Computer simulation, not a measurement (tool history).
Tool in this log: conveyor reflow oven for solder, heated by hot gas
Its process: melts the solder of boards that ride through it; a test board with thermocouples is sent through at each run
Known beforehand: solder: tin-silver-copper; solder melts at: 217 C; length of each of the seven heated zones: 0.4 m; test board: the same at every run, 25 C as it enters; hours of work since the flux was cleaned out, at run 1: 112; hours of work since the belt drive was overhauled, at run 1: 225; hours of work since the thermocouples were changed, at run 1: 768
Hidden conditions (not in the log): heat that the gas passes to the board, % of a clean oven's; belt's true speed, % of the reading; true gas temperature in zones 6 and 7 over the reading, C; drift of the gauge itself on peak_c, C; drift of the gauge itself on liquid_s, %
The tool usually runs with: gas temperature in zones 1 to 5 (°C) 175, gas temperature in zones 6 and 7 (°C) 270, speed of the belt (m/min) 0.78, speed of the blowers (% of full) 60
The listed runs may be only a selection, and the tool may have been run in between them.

run   hour  gas temperature in zones 1 to 5 (°C)  gas temperature in zones 6 and 7 (°C)  speed of the belt (m/min)  speed of the blowers (% of full)  hours of work since the flux was cleaned out  hours of work since the belt drive was overhauled  hours of work since the thermocouples were changed  highest temperature of the board (°C)  time above the solder's melting point (s)
  1      0                                   175                                    270                       0.78                                60                                           112                                                225                                                 768                                  250.7                                       44.3
  2   16.3                                   175                                    270                       0.78                                60                                           120                                                233                                                 776                                  251.1                                       44.4
  3   25.6                                   175                                    270                       0.78                                88                                           125                                                238                                                 781                                  258.2                                       49.4
  4   36.3                                   175                                    270                       0.78                                88                                           131                                                243                                                 786                                  257.6                                       49.7
  5   46.7                                   175                                    270                       0.78                                60                                           136                                                249                                                 791                                  250.6                                       44.2
  6   67.4                                   175                                    270                       0.78                                60                                           146                                                259                                                 802                                  250.5                                       43.9
  7   87.4                                   175                                    270                       0.78                                60                                           156                                                269                                                 812                                  250.6                                         44
  8  109.4                                   175                                    270                       0.78                                60                                           168                                                280                                                 823                                  250.1                                       44.2
  9  127.1                                   178                                    270                      0.789                                71                                           177                                                289                                                 832                                  253.9                                       46.5
 10  145.2                                   178                                    270                      0.789                                71                                           186                                                298                                                 841                                  253.9                                       47.1
 11  167.1                                   178                                    276                      0.794                                51                                           197                                                310                                                 852                                  251.5                                       44.1
 12  180.7                                   178                                    276                      0.794                                51                                           204                                                316                                                 859                                  251.3                                       44.1
 13  195.6                                   169                                    281                      0.775                                51                                           211                                                324                                                 867                                  254.4                                       44.4
 14  208.4                                   171                                    260                       0.78                                60                                           218                                                330                                                 873                                  240.9                                       35.6
 15  218.3                                   171                                    260                       0.78                                60                                           223                                                336                                                 878                                  240.5                                       35.3

What will run 16 give?
 16  238.2                                   171                                    260                       0.78                                60                                           233                                                346                                                 888                                      ?                                          ?

highest temperature of the board (°C): 240.6
time above the solder's melting point (s): 35.3
With the hidden condition absent and the run-to-run variation left alone, this run would have shown highest temperature of the board (°C) 240.5, time above the solder's melting point (s) 35.8.
